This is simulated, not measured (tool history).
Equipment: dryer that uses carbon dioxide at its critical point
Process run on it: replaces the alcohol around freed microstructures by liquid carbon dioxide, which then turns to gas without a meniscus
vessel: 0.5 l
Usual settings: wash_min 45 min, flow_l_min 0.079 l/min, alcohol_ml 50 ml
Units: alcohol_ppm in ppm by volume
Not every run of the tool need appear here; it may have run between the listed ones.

run,hour,wash_min,flow_l_min,alcohol_ml,alcohol_ppm
1,0,45,0.079,50,185
2,9.6,45,0.079,50,191
3,19,45,0.079,50,189
4,30.2,45,0.079,50,192
5,34.9,45,0.0833,50,139
6,42.9,45,0.0833,50,132
7,53.2,45,0.0833,50,145
8,64.5,45,0.079,31,141
9,74.1,45,0.079,31,136
10,84.8,45,0.079,31,138
11,96.1,45,0.079,31,145
12,105.6,59,0.055,59,470
13,113.5,59,0.0575,86,509
14,121,60,0.0554,86,579
15,128.2,45,0.079,42,185
16,137.4,45,0.0509,63,2532
17,143,45,0.0509,63,2543
18,149.5,29,0.079,86,2905
19,158.9,49,0.079,45,127
20,166.1,35,0.079,59,910
21,173.4,35,0.079,59,909

Branching from run 21: 4 alternative next runs. What would each branch give?
A,181.1,48,0.079,59,?
B,181.1,45,0.0537,50,?
C,181.1,41,0.1012,62,?
D,181.1,48,0.0896,38,?

run,alcohol_ppm
A,182
B,1645
C,108
D,78
Without the tool's unlogged condition, the same runs would have read:
run,alcohol_ppm
A,95
B,1210
C,45
D,30
